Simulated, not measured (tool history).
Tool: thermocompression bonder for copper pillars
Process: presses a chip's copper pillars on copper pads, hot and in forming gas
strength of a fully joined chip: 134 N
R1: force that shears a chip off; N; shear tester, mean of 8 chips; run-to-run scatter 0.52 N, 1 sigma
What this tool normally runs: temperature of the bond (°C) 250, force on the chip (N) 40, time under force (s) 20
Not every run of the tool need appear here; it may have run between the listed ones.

Run 1, day 0: usual settings. Result: R1 67.1 N.
Run 2, day 0.604: usual settings. Result: R1 67.3 N.
Run 3, day 1.704: usual settings. Result: R1 66.6 N.
Run 4, day 2.862: usual settings. Result: R1 66.9 N.
Run 5, day 3.775: usual settings but force on the chip (N) 33. Result: R1 58.2 N.
Run 6, day 4.429: usual settings but force on the chip (N) 33. Result: R1 57.8 N.
Run 7, day 5.242: usual settings but temperature of the bond (°C) 273. Result: R1 82.7 N.
Run 8, day 6.425: usual settings but temperature of the bond (°C) 273. Result: R1 82.2 N.
Run 9, day 7.317: usual settings but temperature of the bond (°C) 273. Result: R1 82 N.
Run 10, day 8.525: usual settings. Result: R1 68.1 N.
At day 9.642: heater calibrated with a thermocouple chip.
Run 11, day 9.842: usual settings. Result: R1 63.7 N.
Run 12, day 10.708: usual settings but time under force (s) 10. Result: R1 48 N.
Run 13, day 11.262: usual settings but time under force (s) 10. Result: R1 48.3 N.
At day 11.504: forming gas filter changed.
Run 14, day 12.392: usual settings but time under force (s) 10. Result: R1 49.9 N.
Run 15, day 13.346: usual settings but time under force (s) 29. Result: R1 73 N.
Run 16, day 14.271: usual settings but time under force (s) 26. Result: R1 70.9 N.
Run 17, day 15.342: usual settings but time under force (s) 26. Result: R1 70.5 N.
Run 18, day 15.888: usual settings but time under force (s) 26. Result: R1 70.3 N.
Run 19, day 16.633: usual settings but time under force (s) 35. Result: R1 77.6 N.
Run 20, day 17.65: usual settings but time under force (s) 35. Result: R1 77.2 N.
Run 21, day 18.312: usual settings but time under force (s) 35. Result: R1 77.1 N.
Run 22, day 19.162: usual settings but temperature of the bond (°C) 271, force on the chip (N) 59, time under force (s) 58. Result: R1 119.9 N.
Run 23, day 19.788: usual settings but temperature of the bond (°C) 271, force on the chip (N) 59, time under force (s) 58. Result: R1 119.7 N.
Run 24, day 21.042: usual settings but temperature of the bond (°C) 223, force on the chip (N) 59, time under force (s) 33. Result: R1 76.1 N.
Run 25, day 22.279: usual settings but temperature of the bond (°C) 275, force on the chip (N) 59, time under force (s) 58. Result: R1 121.1 N.
Run 26, day 23.254: usual settings but temperature of the bond (°C) 238, force on the chip (N) 28, time under force (s) 13. Result: R1 34 N.
Run 27, day 24.008: usual settings but temperature of the bond (°C) 258, force on the chip (N) 50, time under force (s) 11. Result: R1 67.3 N.
Run 28, day 24.562: usual settings but temperature of the bond (°C) 258, force on the chip (N) 50, time under force (s) 11. Result: R1 67 N.
Run 29, day 25.788: usual settings but temperature of the bond (°C) 258, force on the chip (N) 50, time under force (s) 11. Result: R1 66.6 N.
Run 30, day 26.846: usual settings but force on the chip (N) 25. Result: R1 42.4 N.
Run 31, day 28.008: usual settings but force on the chip (N) 25. Result: R1 42.7 N.
Run 32, day 28.921: usual settings but force on the chip (N) 25. Result: R1 41.2 N.
Run 33, day 29.8: usual settings but force on the chip (N) 47, time under force (s) 25. Result: R1 77.6 N.
Run 34, day 30.621: usual settings but temperature of the bond (°C) 275, force on the chip (N) 50, time under force (s) 25. Result: R1 98.5 N.
Run 35, day 31.642: usual settings but temperature of the bond (°C) 236, force on the chip (N) 24. Result: R1 34.1 N.
Run 36, day 32.717: usual settings but time under force (s) 42. Result: R1 80.1 N.
Run 37, day 33.779: usual settings but time under force (s) 42. Result: R1 80.9 N.
Run 38, day 34.862: usual settings but time under force (s) 42. Result: R1 81 N.
At day 35.962: forming gas filter changed.
Run 39, day 36.121: usual settings but temperature of the bond (°C) 246, force on the chip (N) 28, time under force (s) 25. Result: R1 50.1 N.
Run 40, day 36.779: usual settings but temperature of the bond (°C) 246, force on the chip (N) 28, time under force (s) 25. Result: R1 50.1 N.

Consider 3 possible next runs. They are alternatives, not a sequence: every one starts from the tool as it was left by run 40. What does each give?
Run A, day 37.346: usual settings but temperature of the bond (°C) 239, force on the chip (N) 28, time under force (s) 22. Result: R1 ?.
Run B, day 37.346: usual settings but force on the chip (N) 30, time under force (s) 15. Result: R1 ?.
Run C, day 37.346: usual settings but temperature of the bond (°C) 276, time under force (s) 35. Result: R1 ?.

run    R1
  A  43.7
  B    46
  C    97
With the hidden condition removed and each run's random variation left untouched, the same runs would have given:
run    R1
  A  45.3
  B  47.8
  C  99.5
